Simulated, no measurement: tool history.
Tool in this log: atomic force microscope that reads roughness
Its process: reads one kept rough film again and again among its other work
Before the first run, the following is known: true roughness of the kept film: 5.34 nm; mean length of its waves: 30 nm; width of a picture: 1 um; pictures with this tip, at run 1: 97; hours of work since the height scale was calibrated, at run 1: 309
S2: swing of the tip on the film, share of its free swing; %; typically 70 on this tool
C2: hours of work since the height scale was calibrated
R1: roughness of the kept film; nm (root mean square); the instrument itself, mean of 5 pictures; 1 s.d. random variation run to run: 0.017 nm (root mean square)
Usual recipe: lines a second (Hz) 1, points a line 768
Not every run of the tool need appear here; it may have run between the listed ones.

run 1 hour=0 | lines_a_second_(Hz)=1 S2=70 points_a_line=768 | pictures_with_this_tip=97 C2=309 | R1=3.073
run 2 hour=16.6 | lines_a_second_(Hz)=1 S2=83 points_a_line=768 | pictures_with_this_tip=116 C2=317 | R1=2.783
run 3 hour=28.8 | lines_a_second_(Hz)=1 S2=83 points_a_line=768 | pictures_with_this_tip=129 C2=323 | R1=2.679
run 4 hour=42.7 | lines_a_second_(Hz)=1.57 S2=70 points_a_line=768 | pictures_with_this_tip=145 C2=330 | R1=2.636
run 5 hour=59.9 | lines_a_second_(Hz)=0.91 S2=70 points_a_line=768 | pictures_with_this_tip=164 C2=338 | R1=2.631
run 6 hour=77.6 | lines_a_second_(Hz)=0.91 S2=70 points_a_line=324 | pictures_with_this_tip=184 C2=347 | R1=2.535
run 7 hour=98.6 | lines_a_second_(Hz)=2.22 S2=70 points_a_line=768 | pictures_with_this_tip=207 C2=357 | R1=2.261
-- hour=103.8 new tip fitted
run 8 hour=122.8 | lines_a_second_(Hz)=2.22 S2=70 points_a_line=768 | pictures_with_this_tip=21 C2=368 | R1=3.548
run 9 hour=145.7 | lines_a_second_(Hz)=2.22 S2=70 points_a_line=768 | pictures_with_this_tip=47 C2=380 | R1=3.317
run 10 hour=167.6 | lines_a_second_(Hz)=2.22 S2=70 points_a_line=768 | pictures_with_this_tip=71 C2=390 | R1=3.088
run 11 hour=188.9 | lines_a_second_(Hz)=2.22 S2=70 points_a_line=768 | pictures_with_this_tip=95 C2=400 | R1=2.921
run 12 hour=204.5 | lines_a_second_(Hz)=2.22 S2=70 points_a_line=768 | pictures_with_this_tip=112 C2=408 | R1=2.814
run 13 hour=221.8 | lines_a_second_(Hz)=2.22 S2=70 points_a_line=768 | pictures_with_this_tip=132 C2=416 | R1=2.685
run 14 hour=246.3 | lines_a_second_(Hz)=1 S2=70 points_a_line=855 | pictures_with_this_tip=159 C2=428 | R1=2.696
run 15 hour=273 | lines_a_second_(Hz)=1 S2=70 points_a_line=358 | pictures_with_this_tip=189 C2=441 | R1=2.519
run 16 hour=290.1 | lines_a_second_(Hz)=1.34 S2=70 points_a_line=358 | pictures_with_this_tip=208 C2=450 | R1=2.375
-- hour=294.6 new tip fitted
run 17 hour=304 | lines_a_second_(Hz)=1.34 S2=70 points_a_line=358 | pictures_with_this_tip=10 C2=456 | R1=3.845
run 18 hour=314.9 | lines_a_second_(Hz)=1.34 S2=70 points_a_line=358 | pictures_with_this_tip=23 C2=461 | R1=3.69
run 19 hour=339.6 | lines_a_second_(Hz)=1.34 S2=70 points_a_line=358 | pictures_with_this_tip=50 C2=473 | R1=3.435
run 20 hour=359.9 | lines_a_second_(Hz)=1.34 S2=70 points_a_line=358 | pictures_with_this_tip=73 C2=483 | R1=3.258
run 21 hour=371.3 | lines_a_second_(Hz)=1.34 S2=70 points_a_line=358 | pictures_with_this_tip=85 C2=489 | R1=3.108
run 22 hour=398.1 | lines_a_second_(Hz)=1 S2=70 points_a_line=768 | pictures_with_this_tip=115 C2=502 | R1=3.015
run 23 hour=411.8 | lines_a_second_(Hz)=1 S2=70 points_a_line=768 | pictures_with_this_tip=130 C2=508 | R1=2.913
run 24 hour=434.5 | lines_a_second_(Hz)=1 S2=70 points_a_line=281 | pictures_with_this_tip=156 C2=519 | R1=2.711
run 25 hour=453.4 | lines_a_second_(Hz)=1 S2=70 points_a_line=281 | pictures_with_this_tip=177 C2=528 | R1=2.579
run 26 hour=475.4 | lines_a_second_(Hz)=1 S2=70 points_a_line=281 | pictures_with_this_tip=201 C2=539 | R1=2.462
-- hour=485.7 new tip fitted
run 27 hour=494.1 | lines_a_second_(Hz)=0.93 S2=85 points_a_line=647 | pictures_with_this_tip=9 C2=548 | R1=3.797
run 28 hour=509.9 | lines_a_second_(Hz)=0.93 S2=85 points_a_line=647 | pictures_with_this_tip=27 C2=556 | R1=3.599
run 29 hour=535.5 | lines_a_second_(Hz)=1.04 S2=70 points_a_line=710 | pictures_with_this_tip=56 C2=568 | R1=3.508
run 30 hour=557.2 | lines_a_second_(Hz)=1.49 S2=56 points_a_line=666 | pictures_with_this_tip=80 C2=579 | R1=3.335
run 31 hour=581.7 | lines_a_second_(Hz)=1.49 S2=56 points_a_line=666 | pictures_with_this_tip=107 C2=590 | R1=3.119
run 32 hour=596.3 | lines_a_second_(Hz)=1.44 S2=63 points_a_line=258 | pictures_with_this_tip=123 C2=597 | R1=2.922
-- hour=598.7 height scale calibrated on a step standard
run 33 hour=621.1 | lines_a_second_(Hz)=1.44 S2=63 points_a_line=258 | pictures_with_this_tip=150 C2=11 | R1=2.757
run 34 hour=647.7 | lines_a_second_(Hz)=1.13 S2=59 points_a_line=356 | pictures_with_this_tip=179 C2=24 | R1=2.672
run 35 hour=666.3 | lines_a_second_(Hz)=1.13 S2=59 points_a_line=356 | pictures_with_this_tip=200 C2=33 | R1=2.538
-- hour=678.2 new tip fitted
run 36 hour=678.2 | lines_a_second_(Hz)=1.65 S2=72 points_a_line=578 | pictures_with_this_tip=0 C2=38 | R1=3.841
run 37 hour=693.3 | lines_a_second_(Hz)=1.65 S2=72 points_a_line=578 | pictures_with_this_tip=16 C2=46 | R1=3.659
run 38 hour=709.9 | lines_a_second_(Hz)=3.76 S2=72 points_a_line=286 | pictures_with_this_tip=35 C2=54 | R1=3.061
run 39 hour=733.3 | lines_a_second_(Hz)=3.76 S2=72 points_a_line=286 | pictures_with_this_tip=61 C2=65 | R1=2.866
-- hour=742.1 height scale calibrated on a step standard, once more
run 40 hour=747.8 | lines_a_second_(Hz)=1.27 S2=62 points_a_line=286 | pictures_with_this_tip=76 C2=3 | R1=3.239
run 41 hour=771.9 | lines_a_second_(Hz)=1 S2=80 points_a_line=402 | pictures_with_this_tip=103 C2=14 | R1=2.892
run 42 hour=785.1 | lines_a_second_(Hz)=1.17 S2=80 points_a_line=535 | pictures_with_this_tip=117 C2=21 | R1=2.783
run 43 hour=796.6 | lines_a_second_(Hz)=1.17 S2=80 points_a_line=535 | pictures_with_this_tip=130 C2=26 | R1=2.717
run 44 hour=808.9 | lines_a_second_(Hz)=0.71 S2=86 points_a_line=535 | pictures_with_this_tip=144 C2=32 | R1=2.672
run 45 hour=822.8 | lines_a_second_(Hz)=0.71 S2=88 points_a_line=888 | pictures_with_this_tip=159 C2=39 | R1=2.59
run 46 hour=836.1 | lines_a_second_(Hz)=1.3 S2=69 points_a_line=888 | pictures_with_this_tip=174 C2=46 | R1=2.59
run 47 hour=851.9 | lines_a_second_(Hz)=0.91 S2=70 points_a_line=771 | pictures_with_this_tip=192 C2=53 | R1=2.521
-- hour=870.3 new tip fitted
run 48 hour=878.4 | lines_a_second_(Hz)=1 S2=77 points_a_line=399 | pictures_with_this_tip=9 C2=66 | R1=3.777
run 49 hour=900.9 | lines_a_second_(Hz)=1.31 S2=77 points_a_line=321 | pictures_with_this_tip=34 C2=77 | R1=3.429
run 50 hour=915.6 | lines_a_second_(Hz)=1 S2=69 points_a_line=546 | pictures_with_this_tip=50 C2=84 | R1=3.514
run 51 hour=939.5 | lines_a_second_(Hz)=1 S2=69 points_a_line=546 | pictures_with_this_tip=77 C2=95 | R1=3.217

Each row is a separate what-if for the run after 51, all from the same tool condition, not one after another. Results?
run A hour=950.7 | lines_a_second_(Hz)=1.06 S2=87 points_a_line=653 | pictures_with_this_tip=89 C2=101 | R1=?
run B hour=950.7 | lines_a_second_(Hz)=1.77 S2=88 points_a_line=659 | pictures_with_this_tip=89 C2=101 | R1=?
run C hour=950.7 | lines_a_second_(Hz)=0.61 S2=63 points_a_line=689 | pictures_with_this_tip=89 C2=101 | R1=?

run=A R1=2.913
run=B R1=2.643
run=C R1=3.247
Had the tool no hidden state, the same runs would have come out as:
run=A R1=3.783
run=B R1=3.434
run=C R1=4.218

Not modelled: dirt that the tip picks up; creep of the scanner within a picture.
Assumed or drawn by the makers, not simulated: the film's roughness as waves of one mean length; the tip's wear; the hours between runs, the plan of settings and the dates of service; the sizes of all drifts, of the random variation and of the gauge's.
